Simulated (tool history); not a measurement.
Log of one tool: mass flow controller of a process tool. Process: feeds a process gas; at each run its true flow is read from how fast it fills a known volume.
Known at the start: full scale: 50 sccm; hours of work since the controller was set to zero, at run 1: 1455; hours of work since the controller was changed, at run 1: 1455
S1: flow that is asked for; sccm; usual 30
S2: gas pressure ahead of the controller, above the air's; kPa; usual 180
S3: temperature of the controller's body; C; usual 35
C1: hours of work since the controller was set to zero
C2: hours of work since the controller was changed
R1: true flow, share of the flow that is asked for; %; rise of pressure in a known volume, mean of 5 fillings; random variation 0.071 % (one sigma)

{"run": 1, "day": 0.0, "S1": 30, "S2": 180, "S3": 35, "C1": 1455, "C2": 1455, "R1": 100.24}
{"run": 2, "day": 3.267, "S1": 30, "S2": 180, "S3": 35, "C1": 1502, "C2": 1502, "R1": 100.3}
{"run": 3, "day": 6.846, "S1": 30, "S2": 180, "S3": 35, "C1": 1552, "C2": 1552, "R1": 100.4}
{"run": 4, "day": 8.567, "S1": 11, "S2": 180, "S3": 35, "C1": 1577, "C2": 1577, "R1": 101.26}
{"run": 5, "day": 10.842, "S1": 11, "S2": 180, "S3": 35, "C1": 1609, "C2": 1609, "R1": 101.39}
{"run": 6, "day": 14.279, "S1": 30, "S2": 180, "S3": 35, "C1": 1658, "C2": 1658, "R1": 100.33}
{"run": 7, "day": 17.438, "S1": 8, "S2": 180, "S3": 37, "C1": 1702, "C2": 1702, "R1": 102.32}
{"run": 8, "day": 21.125, "S1": 20, "S2": 267, "S3": 20, "C1": 1755, "C2": 1755, "R1": 101.17}
{"run": 9, "day": 24.679, "S1": 20, "S2": 213, "S3": 24, "C1": 1805, "C2": 1805, "R1": 101.08}
{"run": 10, "day": 26.45, "S1": 17, "S2": 213, "S3": 24, "C1": 1830, "C2": 1830, "R1": 101.25}
{"run": 11, "day": 28.392, "S1": 17, "S2": 213, "S3": 24, "C1": 1858, "C2": 1858, "R1": 101.28}

Forecast each of these 4 alternatives for the next run:
{"run": "A", "day": 31.362, "S1": 16, "S2": 250, "S3": 23, "C1": 1900, "C2": 1900, "R1": "?"}
{"run": "B", "day": 31.362, "S1": 24, "S2": 144, "S3": 20, "C1": 1900, "C2": 1900, "R1": "?"}
{"run": "C", "day": 31.362, "S1": 24, "S2": 180, "S3": 35, "C1": 1900, "C2": 1900, "R1": "?"}
{"run": "D", "day": 31.362, "S1": 30, "S2": 232, "S3": 35, "C1": 1900, "C2": 1900, "R1": "?"}

run=A R1=101.48
run=B R1=101.30
run=C R1=100.56
run=D R1=100.34
Without the tool's hidden state the same runs would have given:
run=A R1=99.58
run=B R1=99.98
run=C R1=99.24
run=D R1=99.26

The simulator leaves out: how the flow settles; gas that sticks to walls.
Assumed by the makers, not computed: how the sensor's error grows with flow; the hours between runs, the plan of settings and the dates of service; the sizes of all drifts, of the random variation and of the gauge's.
